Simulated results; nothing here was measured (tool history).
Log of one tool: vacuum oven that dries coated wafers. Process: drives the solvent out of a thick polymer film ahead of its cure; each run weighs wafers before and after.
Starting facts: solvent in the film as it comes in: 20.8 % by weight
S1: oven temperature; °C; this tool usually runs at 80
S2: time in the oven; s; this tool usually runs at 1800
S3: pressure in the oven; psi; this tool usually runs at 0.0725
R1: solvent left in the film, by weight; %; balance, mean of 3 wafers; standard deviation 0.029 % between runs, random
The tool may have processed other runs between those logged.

run,hour,S1,S2,S3,R1
1,0,80,1800,0.0725,4.56
2,16.7,80,1800,0.0725,4.64
3,34.3,71,1800,0.0725,8.54
4,42.9,71,1800,0.0725,8.53
5,58.2,80,2400,0.0725,2.97
6,78.7,80,1800,0.0725,4.56
7,90.7,80,1800,0.0725,4.61
8,102,80,1800,0.0725,4.57
9,115.1,80,1800,0.0725,4.62
10,134,80,1800,0.0725,4.58
11,151.5,80,1800,0.0921,4.62
12,164.2,80,1800,0.0921,4.65
13,174.8,80,1800,0.0921,4.64
14,186.5,85,900,0.2699,7.11
15,204.8,94,1800,0.0792,0.72
16,225,94,1800,0.0792,0.73
17,242.1,85,1380,0.0524,4.06
18,252.4,85,2460,0.0725,1.44
19,271.7,85,2460,0.0725,1.49
20,285.7,85,2460,0.0725,1.47
21,299.7,89,1260,0.0567,3.12
22,308.4,89,1260,0.0567,3.09
23,326.2,75,1140,0.0725,9.43
24,342.6,75,1140,0.0725,9.5
25,360.5,75,2400,0.0725,5.01

Below are 4 alternative next runs, each starting from the tool's condition after run 25. Predict each:
A,378.7,80,900,0.2767,?
B,378.7,75,2400,0.0453,?
C,378.7,80,1440,0.0725,?
D,378.7,93,3060,0.0416,?

run,R1
A,9.18
B,4.92
C,5.96
D,0.17
Take away the tool's hidden state, keep each run's random variation, and the runs would have read:
run,R1
A,9.16
B,4.89
C,5.94
D,0.17
